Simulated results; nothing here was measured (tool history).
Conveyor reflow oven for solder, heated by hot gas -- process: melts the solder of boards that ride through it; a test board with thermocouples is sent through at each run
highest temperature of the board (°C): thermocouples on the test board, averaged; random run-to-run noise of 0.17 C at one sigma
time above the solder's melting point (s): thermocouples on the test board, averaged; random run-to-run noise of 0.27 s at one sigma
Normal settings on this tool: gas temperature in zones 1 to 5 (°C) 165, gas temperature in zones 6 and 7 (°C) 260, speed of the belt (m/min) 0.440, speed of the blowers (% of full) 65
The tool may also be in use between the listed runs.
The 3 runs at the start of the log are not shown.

| run | hour | gas temperature in zones 1 to 5 (°C) | gas temperature in zones 6 and 7 (°C) | speed of the belt (m/min) | speed of the blowers (% of full) | highest temperature of the board (°C) | time above the solder's melting point (s) |
|---|---|---|---|---|---|---|---|
| 4 | 54.4 | 165 | 260 | 0.440 | 65 | 241.0 | 46.8 |
| 5 | 84.6 | 165 | 260 | 0.440 | 65 | 240.9 | 46.8 |
| 6 | 122.5 | 165 | 260 | 0.440 | 65 | 241.0 | 46.4 |
| 7 | 153.6 | 165 | 269 | 0.440 | 65 | 248.2 | 53.8 |
| 8 | 171.8 | 165 | 269 | 0.440 | 65 | 248.1 | 53.4 |
| 9 | 190.7 | 165 | 269 | 0.440 | 65 | 247.8 | 52.9 |
| 10 | 221.1 | 165 | 260 | 0.440 | 65 | 240.4 | 45.6 |
|  | 234.5 | flux residue cleaned out of gas plates and filters |
| 11 | 253.2 | 165 | 260 | 0.440 | 65 | 244.2 | 50.8 |
| 12 | 286.0 | 160 | 260 | 0.440 | 65 | 243.1 | 48.2 |
| 13 | 301.5 | 160 | 260 | 0.440 | 65 | 243.2 | 47.9 |
| 14 | 331.6 | 160 | 260 | 0.440 | 65 | 242.7 | 47.9 |
| 15 | 350.6 | 160 | 260 | 0.440 | 65 | 242.8 | 47.8 |
| 16 | 384.4 | 160 | 272 | 0.440 | 65 | 253.2 | 57.1 |
| 17 | 416.3 | 165 | 254 | 0.383 | 81 | 245.4 | 63.7 |
| 18 | 437.7 | 179 | 260 | 0.417 | 65 | 247.3 | 62.5 |
| 19 | 473.6 | 179 | 260 | 0.390 | 56 | 246.9 | 67.1 |
| 20 | 495.7 | 165 | 260 | 0.520 | 65 | 236.6 | 34.1 |

What will run 21 give?
|  | 501.4 | belt drive overhauled, speed set with a stopwatch |
| 21 | 534.2 | 165 | 260 | 0.520 | 65 | ? | ? |

highest temperature of the board (°C): 236.7
time above the solder's melting point (s): 34.1
Take away the tool's hidden state, keep the run-to-run variation as it was, and the same run would have given highest temperature of the board (°C) 237.5, time above the solder's melting point (s) 35.1.
